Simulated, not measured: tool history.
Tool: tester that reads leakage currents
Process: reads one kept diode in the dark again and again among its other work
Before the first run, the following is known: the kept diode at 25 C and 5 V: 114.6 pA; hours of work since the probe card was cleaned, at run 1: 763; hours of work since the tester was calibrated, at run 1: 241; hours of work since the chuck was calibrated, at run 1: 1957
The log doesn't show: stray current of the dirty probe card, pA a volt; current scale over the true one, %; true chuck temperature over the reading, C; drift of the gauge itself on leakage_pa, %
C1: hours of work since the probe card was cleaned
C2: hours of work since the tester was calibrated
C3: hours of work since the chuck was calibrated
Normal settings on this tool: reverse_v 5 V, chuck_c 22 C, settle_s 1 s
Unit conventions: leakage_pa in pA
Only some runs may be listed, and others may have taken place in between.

run 1 hour=0 | reverse_v=5 chuck_c=22 settle_s=1 | C1=763 C2=241 C3=1957 | leakage_pa=108.83
run 2 hour=79.5 | reverse_v=5 chuck_c=22 settle_s=1 | C1=810 C2=288 C3=2005 | leakage_pa=109.39
run 3 hour=133 | reverse_v=5 chuck_c=22 settle_s=1 | C1=842 C2=320 C3=2037 | leakage_pa=110.37
run 4 hour=192.5 | reverse_v=5 chuck_c=22 settle_s=1 | C1=878 C2=355 C3=2072 | leakage_pa=111.24
run 5 hour=267.4 | reverse_v=5 chuck_c=22 settle_s=1 | C1=923 C2=400 C3=2117 | leakage_pa=111.83
run 6 hour=346.5 | reverse_v=5 chuck_c=22 settle_s=1 | C1=970 C2=447 C3=2164 | leakage_pa=112.43
run 7 hour=428.3 | reverse_v=5 chuck_c=22 settle_s=1 | C1=1018 C2=496 C3=2213 | leakage_pa=113.46
run 8 hour=479.9 | reverse_v=5 chuck_c=22 settle_s=1 | C1=1049 C2=527 C3=2243 | leakage_pa=114.09
run 9 hour=544.9 | reverse_v=4.44 chuck_c=22 settle_s=1 | C1=1088 C2=566 C3=2282 | leakage_pa=108.81
run 10 hour=619.1 | reverse_v=4.44 chuck_c=22 settle_s=1 | C1=1132 C2=610 C3=2326 | leakage_pa=109.62
-- hour=648.2 probe card cleaned and baked
run 11 hour=689.2 | reverse_v=4.44 chuck_c=26 settle_s=1 | C1=24 C2=650 C3=2366 | leakage_pa=144.7
-- hour=733.9 chuck's temperature calibrated
run 12 hour=761.3 | reverse_v=4.44 chuck_c=26 settle_s=1 | C1=66 C2=692 C3=16 | leakage_pa=122.1
run 13 hour=848.8 | reverse_v=4.44 chuck_c=26 settle_s=1 | C1=118 C2=744 C3=68 | leakage_pa=123.18
run 14 hour=937.7 | reverse_v=3.51 chuck_c=22 settle_s=1 | C1=171 C2=797 C3=121 | leakage_pa=80.13
run 15 hour=1017.8 | reverse_v=5 chuck_c=22 settle_s=1 | C1=219 C2=844 C3=169 | leakage_pa=91.18
run 16 hour=1066.8 | reverse_v=5 chuck_c=22 settle_s=1 | C1=248 C2=874 C3=198 | leakage_pa=91.94
run 17 hour=1148.7 | reverse_v=5 chuck_c=22 settle_s=1 | C1=297 C2=923 C3=247 | leakage_pa=92.86
run 18 hour=1220.9 | reverse_v=5 chuck_c=22 settle_s=1 | C1=340 C2=966 C3=290 | leakage_pa=93.7
run 19 hour=1313.3 | reverse_v=5 chuck_c=22 settle_s=1 | C1=395 C2=1021 C3=345 | leakage_pa=94.85
run 20 hour=1373.4 | reverse_v=5 chuck_c=22 settle_s=1 | C1=431 C2=1057 C3=381 | leakage_pa=94.52
run 21 hour=1420.4 | reverse_v=1.85 chuck_c=29 settle_s=1 | C1=459 C2=1085 C3=409 | leakage_pa=122.87
run 22 hour=1487.9 | reverse_v=1.94 chuck_c=22 settle_s=1 | C1=500 C2=1125 C3=450 | leakage_pa=67.27
run 23 hour=1579.6 | reverse_v=4.36 chuck_c=25 settle_s=0.78 | C1=554 C2=1180 C3=504 | leakage_pa=119.49
run 24 hour=1620.1 | reverse_v=1.48 chuck_c=22 settle_s=1 | C1=578 C2=1204 C3=528 | leakage_pa=61.98
run 25 hour=1660.1 | reverse_v=1.48 chuck_c=22 settle_s=1 | C1=602 C2=1227 C3=552 | leakage_pa=61.84
run 26 hour=1710.1 | reverse_v=1.48 chuck_c=41 settle_s=2.81 | C1=632 C2=1257 C3=582 | leakage_pa=312.26
run 27 hour=1799.8 | reverse_v=10.33 chuck_c=36 settle_s=7.19 | C1=685 C2=1311 C3=636 | leakage_pa=417.96
run 28 hour=1848.1 | reverse_v=1.3 chuck_c=20 settle_s=1 | C1=714 C2=1340 C3=664 | leakage_pa=50.35
run 29 hour=1915.5 | reverse_v=3.58 chuck_c=30 settle_s=2.4 | C1=755 C2=1380 C3=705 | leakage_pa=174.73
run 30 hour=1961 | reverse_v=1.14 chuck_c=42 settle_s=1.09 | C1=782 C2=1407 C3=732 | leakage_pa=309.52
run 31 hour=2032.5 | reverse_v=1.14 chuck_c=42 settle_s=1.09 | C1=824 C2=1450 C3=774 | leakage_pa=312.5
run 32 hour=2115.3 | reverse_v=5.52 chuck_c=37 settle_s=1 | C1=874 C2=1499 C3=824 | leakage_pa=368.58
run 33 hour=2155.8 | reverse_v=2.44 chuck_c=49 settle_s=0.64 | C1=898 C2=1523 C3=848 | leakage_pa=709.08
run 34 hour=2246.6 | reverse_v=17.19 chuck_c=58 settle_s=1 | C1=952 C2=1577 C3=902 | leakage_pa=2758.27
run 35 hour=2326.1 | reverse_v=17.19 chuck_c=58 settle_s=1 | C1=999 C2=1625 C3=949 | leakage_pa=2752.97
run 36 hour=2370.3 | reverse_v=1.67 chuck_c=20 settle_s=1 | C1=1026 C2=1651 C3=976 | leakage_pa=57.71
run 37 hour=2408.3 | reverse_v=5.05 chuck_c=56 settle_s=0.52 | C1=1048 C2=1674 C3=998 | leakage_pa=1561.56
run 38 hour=2459.3 | reverse_v=5.05 chuck_c=56 settle_s=0.52 | C1=1079 C2=1704 C3=1029 | leakage_pa=1559.04
run 39 hour=2515.5 | reverse_v=5.05 chuck_c=56 settle_s=0.44 | C1=1112 C2=1738 C3=1062 | leakage_pa=1566.86
-- hour=2575.8 probe card cleaned and baked
run 40 hour=2595.6 | reverse_v=5.05 chuck_c=56 settle_s=0.44 | C1=12 C2=1783 C3=1108 | leakage_pa=1559.33

How would selected steps in leakage_pa from run to run divide? Give the signed amount a tool lacking its hidden state would still show from settings, what came in and random variation, and the signed amount left for the hidden state, including any gauge scatter that is not in both of the compared results.
Run 33 -> 34: reverse_v 2.44 -> 17.19, chuck_c 49 -> 58, settle_s 0.64 -> 1. leakage_pa +2049.19 pA: hidden state +158.69, all else +1890.5.
Run 35 -> 36: reverse_v 17.19 -> 1.67, chuck_c 58 -> 20. leakage_pa -2695.26 pA: hidden state -209.72, all else -2485.54.
Run 36 -> 37: reverse_v 1.67 -> 5.05, chuck_c 20 -> 56, settle_s 1 -> 0.52. leakage_pa +1503.85 pA: hidden state +113.67, all else +1390.18.

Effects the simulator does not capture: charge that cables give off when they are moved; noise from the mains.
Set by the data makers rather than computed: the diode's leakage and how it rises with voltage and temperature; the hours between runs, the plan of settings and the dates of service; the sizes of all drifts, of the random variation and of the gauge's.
